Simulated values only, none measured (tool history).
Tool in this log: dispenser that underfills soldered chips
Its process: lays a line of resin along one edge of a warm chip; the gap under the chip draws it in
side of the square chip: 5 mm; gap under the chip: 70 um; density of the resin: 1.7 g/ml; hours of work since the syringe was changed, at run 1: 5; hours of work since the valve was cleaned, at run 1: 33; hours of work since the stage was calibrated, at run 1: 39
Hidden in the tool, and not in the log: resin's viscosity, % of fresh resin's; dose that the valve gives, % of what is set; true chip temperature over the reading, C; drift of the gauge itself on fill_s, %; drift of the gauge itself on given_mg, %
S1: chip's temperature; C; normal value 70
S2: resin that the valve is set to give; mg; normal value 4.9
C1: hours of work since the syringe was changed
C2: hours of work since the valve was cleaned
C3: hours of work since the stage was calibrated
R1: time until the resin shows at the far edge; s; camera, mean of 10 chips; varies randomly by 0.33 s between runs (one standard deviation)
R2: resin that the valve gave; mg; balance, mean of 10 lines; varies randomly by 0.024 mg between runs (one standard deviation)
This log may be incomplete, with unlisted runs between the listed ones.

Run 1, day 0: usual settings; C1 5; C2 33; C3 39. Result: R1 17.2 s, R2 4.82 mg.
At day 0.042: new syringe of resin.
Run 2, day 0.329: usual settings; C1 5; C2 39; C3 44. Result: R1 17.8 s, R2 4.8 mg.
At day 0.383: new syringe of resin.
Run 3, day 0.512: usual settings; C1 2; C2 42; C3 47. Result: R1 15.9 s, R2 4.79 mg.
Run 4, day 0.679: usual settings but S2 4.83 mg; C1 5; C2 45; C3 50. Result: R1 17.9 s, R2 4.73 mg.
At day 0.704: new syringe of resin.
Run 5, day 0.879: usual settings but S2 4.83 mg; C1 3; C2 48; C3 53. Result: R1 16.6 s, R2 4.68 mg.
At day 1.038: new syringe of resin.
Run 6, day 1.071: usual settings but S2 4.83 mg; C1 1; C2 51; C3 57. Result: R1 14.3 s, R2 4.73 mg.
Run 7, day 1.3: usual settings but S2 6.23 mg; C1 5; C2 55; C3 61. Result: R1 16.8 s, R2 6.14 mg.
At day 1.371: new syringe of resin.
Run 8, day 1.462: usual settings; C1 2; C2 58; C3 63. Result: R1 15.9 s, R2 4.73 mg.
At day 1.55: dispensing valve cleaned and set on the balance.
At day 1.742: new syringe of resin.
Run 9, day 1.767: usual settings; C1 0; C2 4; C3 68. Result: R1 14.2 s, R2 4.87 mg.
Run 10, day 2: usual settings but S1 72 C, S2 5.23 mg; C1 5; C2 8; C3 72. Result: R1 15.8 s, R2 5.23 mg.
At day 2.067: new syringe of resin.
Run 11, day 2.217: usual settings but S1 75 C, S2 4.8 mg; C1 3; C2 11; C3 75. Result: R1 12.3 s, R2 4.76 mg.
At day 2.383: new syringe of resin.
Run 12, day 2.521: usual settings but S1 67 C; C1 2; C2 16; C3 80. Result: R1 18.2 s, R2 4.87 mg.
At day 2.712: new syringe of resin.
Run 13, day 2.804: usual settings but S2 5.01 mg; C1 2; C2 21; C3 85. Result: R1 14.8 s, R2 5 mg.
Run 14, day 3.012: usual settings but S2 5.01 mg; C1 5; C2 25; C3 89. Result: R1 18 s, R2 4.97 mg.
At day 3.042: new syringe of resin.
Run 15, day 3.158: usual settings but S1 62 C, S2 5.6 mg; C1 2; C2 27; C3 91. Result: R1 23.1 s, R2 5.54 mg.
At day 3.362: new syringe of resin.
Run 16, day 3.479: usual settings but S1 62 C, S2 5.6 mg; C1 2; C2 33; C3 97. Result: R1 23.6 s, R2 5.51 mg.

Forecast each of these 3 alternatives for the next run:
At day 3.688: new syringe of resin.
Run A, day 3.721: usual settings but S1 78 C, S2 5.02 mg; C1 1; C2 37; C3 101. Result: R1 ?, R2 ?.
At day 3.688: new syringe of resin.
Run B, day 3.721: usual settings but S1 82 C, S2 6.22 mg; C1 1; C2 37; C3 101. Result: R1 ?, R2 ?.
At day 3.688: new syringe of resin.
Run C, day 3.721: usual settings but S1 74 C, S2 5.21 mg; C1 1; C2 37; C3 101. Result: R1 ?, R2 ?.

run    R1    R2
  A   9.1  4.95
  B     8  6.14
  C  12.1  5.16
Stripped of hidden state, with their random variation kept, the same runs would have yielded:
run    R1    R2
  A   9.3  5.02
  B   8.2  6.23
  C  12.4  5.23
